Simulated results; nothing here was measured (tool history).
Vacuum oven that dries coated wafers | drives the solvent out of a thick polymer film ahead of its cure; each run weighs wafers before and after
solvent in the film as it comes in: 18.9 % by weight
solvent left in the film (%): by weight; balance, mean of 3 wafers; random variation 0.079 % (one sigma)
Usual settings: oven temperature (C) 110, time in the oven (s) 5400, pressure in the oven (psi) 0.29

run,hour,oven temperature (C),time in the oven (s),pressure in the oven (psi),solvent left in the film (%)
1,0,110,5400,0.29,6.73
2,33.9,110,5400,0.29,6.72
3,79.5,110,5400,0.29,6.79
4,103.5,110,5400,0.29,6.81
5,153,99,5400,0.29,10.15
# hour 172.6: oven's thermocouples calibrated
6,202.6,99,5400,0.29,9.54
7,230.4,99,5400,0.29,9.71
8,277.2,110,5400,0.29,6.44
9,319.5,110,5400,1.044,11.48
10,345.4,110,5400,1.044,11.29
11,395.2,95,5400,0.29,10.96
12,428.3,95,5400,0.29,10.83
13,461.6,95,5400,0.29,10.98
14,497.1,95,5400,0.29,10.75
15,544.4,95,5400,0.29,10.84
16,582.4,95,5400,0.29,10.84
17,603.4,95,5400,0.29,10.92
18,634.7,95,5400,0.29,10.78
19,660,110,5400,0.29,6.69
20,700.5,110,5400,0.255,6.37
21,727.5,110,5400,0.255,6.26
22,749.7,110,5400,0.255,6.38
23,776.5,114,5400,0.29,5.42
24,803.7,114,5400,0.29,5.44
25,832.5,110,6420,0.29,5.87
26,861.7,110,6060,0.29,6.24
27,896.5,110,6060,0.29,6.07
28,930.6,110,6060,0.29,6.28
29,971.1,101,5400,0.216,8.81
30,995.4,101,3720,0.216,10.46
31,1040.4,101,3720,0.216,10.67
32,1061.2,125,7740,0.218,1.94
33,1102.7,108,5520,0.448,8.26
34,1144.2,110,5400,0.737,9.58
35,1183.6,110,5400,0.737,9.57
36,1215.7,96,7680,0.395,10.59
37,1242.9,109,5400,0.174,6.24
38,1269.7,117,8940,0.531,4.78
39,1300.7,109,2820,0.85,12.77
40,1321.4,109,2820,0.85,12.71
41,1361.4,98,5400,0.29,10.53
42,1386.2,99,5400,0.29,10.26
43,1430.8,99,5400,0.29,10.29
44,1455.9,99,5400,0.29,10.14
45,1478.5,98,4800,0.17,10.17
46,1505.1,104,6420,0.19,7.34
47,1554.4,104,6420,0.19,7.21

4 ways to go on from here, each from the tool as it stands after run 47. What would each give?
A,1597,96,3120,0.767,?
B,1597,104,2760,1.021,?
C,1597,110,5400,0.297,?
D,1597,104,6420,0.703,?

run,solvent left in the film (%)
A,15.85
B,15.39
C,6.87
D,11
Without the tool's hidden state the same runs would have given:
run,solvent left in the film (%)
A,15.12
B,14.7
C,6.1
D,10.07
